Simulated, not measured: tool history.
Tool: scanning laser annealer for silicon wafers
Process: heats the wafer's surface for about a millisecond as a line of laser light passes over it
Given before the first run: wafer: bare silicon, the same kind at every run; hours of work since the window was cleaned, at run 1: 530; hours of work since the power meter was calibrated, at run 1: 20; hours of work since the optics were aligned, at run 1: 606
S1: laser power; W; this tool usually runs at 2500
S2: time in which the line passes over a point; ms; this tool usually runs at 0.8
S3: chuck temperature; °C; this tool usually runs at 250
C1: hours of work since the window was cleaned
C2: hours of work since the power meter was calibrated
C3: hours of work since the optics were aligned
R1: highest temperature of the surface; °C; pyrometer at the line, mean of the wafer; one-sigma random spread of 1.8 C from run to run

| run | hour | S1 | S2 | S3 | C1 | C2 | C3 | R1 |
|---|---|---|---|---|---|---|---|---|
| 1 | 0 | 2500 | 0.8 | 250 | 530 | 20 | 606 | 1017 |
| 2 | 10.5 | 2500 | 0.936 | 250 | 536 | 25 | 611 | 1092 |
| 3 | 24.2 | 2432 | 0.8 | 250 | 542 | 32 | 618 | 994 |
| 4 | 32.1 | 2432 | 0.8 | 250 | 546 | 35 | 622 | 994 |
| 5 | 40.5 | 2432 | 0.8 | 250 | 550 | 40 | 626 | 995 |
| 6 | 47.2 | 2432 | 0.8 | 250 | 554 | 43 | 629 | 994 |
| 7 | 55.5 | 2432 | 0.8 | 250 | 558 | 47 | 633 | 996 |
| 8 | 66.6 | 2432 | 0.8 | 250 | 563 | 52 | 639 | 997 |
| 9 | 76.3 | 2500 | 0.904 | 250 | 568 | 57 | 644 | 1076 |
|  | 87.4 | window over the wafer cleaned |
| 10 | 91.8 | 2500 | 0.904 | 250 | 2 | 64 | 650 | 1078 |
| 11 | 100.6 | 2500 | 0.904 | 250 | 7 | 68 | 655 | 1075 |
| 12 | 113.1 | 2500 | 0.967 | 250 | 13 | 74 | 661 | 1106 |
| 13 | 120.1 | 2500 | 0.8 | 250 | 16 | 78 | 664 | 1021 |
| 14 | 129.8 | 2500 | 0.8 | 250 | 21 | 83 | 669 | 1019 |
| 15 | 137.7 | 2500 | 0.8 | 250 | 25 | 86 | 673 | 1018 |
| 16 | 148.7 | 2500 | 0.8 | 250 | 30 | 92 | 678 | 1021 |
| 17 | 154.9 | 2577 | 0.662 | 250 | 33 | 95 | 681 | 964 |
| 18 | 165.8 | 2591 | 0.706 | 234 | 39 | 100 | 687 | 980 |
| 19 | 176.3 | 2155 | 0.885 | 234 | 44 | 105 | 692 | 919 |
| 20 | 187 | 2219 | 0.595 | 250 | 49 | 111 | 697 | 814 |
| 21 | 198.5 | 2219 | 0.98 | 265 | 55 | 116 | 703 | 1016 |
| 22 | 213.6 | 2292 | 0.988 | 250 | 62 | 124 | 710 | 1032 |
| 23 | 224.9 | 2253 | 0.988 | 216 | 68 | 129 | 716 | 984 |
| 24 | 237.9 | 2366 | 0.815 | 256 | 74 | 136 | 722 | 983 |
| 25 | 249.1 | 2729 | 0.757 | 271 | 80 | 141 | 728 | 1095 |
| 26 | 259.1 | 2543 | 0.611 | 250 | 84 | 146 | 733 | 925 |
| 27 | 266.6 | 2543 | 0.611 | 250 | 88 | 150 | 736 | 923 |
| 28 | 276.8 | 2543 | 0.611 | 250 | 93 | 155 | 741 | 924 |
| 29 | 288 | 2500 | 0.587 | 251 | 99 | 160 | 747 | 897 |
| 30 | 299.8 | 2266 | 0.8 | 223 | 104 | 166 | 753 | 910 |
| 31 | 305.9 | 2325 | 0.849 | 250 | 108 | 169 | 756 | 980 |
| 32 | 318.1 | 2325 | 0.849 | 250 | 114 | 175 | 762 | 983 |

Here are 5 independent what-if runs from the current tool condition. What would each one return?
| A | 332.9 | 2552 | 0.574 | 262 | 121 | 182 | 769 | ? |
| B | 332.9 | 2727 | 0.946 | 250 | 121 | 182 | 769 | ? |
| C | 332.9 | 2325 | 0.607 | 250 | 121 | 182 | 769 | ? |
| D | 332.9 | 2157 | 0.571 | 247 | 121 | 182 | 769 | ? |
| E | 332.9 | 2443 | 0.8 | 260 | 121 | 182 | 769 | ? |

| run | R1 |
|---|---|
| A | 914 |
| B | 1188 |
| C | 855 |
| D | 781 |
| E | 1009 |
With no hidden state in the tool, these same runs would have given:
| run | R1 |
|---|---|
| A | 914 |
| B | 1188 |
| C | 856 |
| D | 781 |
| E | 1009 |

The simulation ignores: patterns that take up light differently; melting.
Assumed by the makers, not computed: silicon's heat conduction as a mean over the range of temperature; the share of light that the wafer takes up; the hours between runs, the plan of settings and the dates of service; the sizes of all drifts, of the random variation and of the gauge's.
